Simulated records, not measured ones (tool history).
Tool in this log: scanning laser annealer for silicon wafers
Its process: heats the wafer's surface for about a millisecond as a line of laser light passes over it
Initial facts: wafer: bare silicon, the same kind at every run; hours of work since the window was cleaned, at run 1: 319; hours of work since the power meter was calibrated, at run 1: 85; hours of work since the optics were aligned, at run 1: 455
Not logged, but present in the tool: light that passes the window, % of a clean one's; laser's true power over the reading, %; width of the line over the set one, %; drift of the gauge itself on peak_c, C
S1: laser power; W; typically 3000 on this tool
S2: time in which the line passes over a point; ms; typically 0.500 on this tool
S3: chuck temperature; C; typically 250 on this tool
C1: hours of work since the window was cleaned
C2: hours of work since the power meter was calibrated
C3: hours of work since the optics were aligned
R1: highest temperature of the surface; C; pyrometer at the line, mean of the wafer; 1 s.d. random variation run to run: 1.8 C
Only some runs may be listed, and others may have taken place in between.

run,day,S1,S2,S3,C1,C2,C3,R1
1,0.000,3000,0.500,250,319,85,455,1053
2,0.425,3000,0.500,250,324,90,460,1053
3,0.821,2568,0.500,250,328,95,464,916
4,1.146,2568,0.500,250,332,99,468,915
5,1.354,2568,0.500,250,334,101,471,915
6,1.696,3000,0.500,250,339,105,475,1051
7,1.988,3000,0.500,250,342,108,478,1051
8,2.200,2633,0.446,221,344,111,481,871
9,2.533,2901,0.604,257,348,115,484,1094
10,2.846,2837,0.500,250,352,119,488,998
11,3.142,3067,0.380,266,356,122,492,992

Below, each run's measurement less what the same run would have read without the hidden state. Both values contain the same run-to-run variation, but the gauge's scatter may not be the same in both:
run,R1
1,-26
2,-27
3,-22
4,-22
5,-22
6,-27
7,-28
8,-22
9,-30
10,-26
11,-26
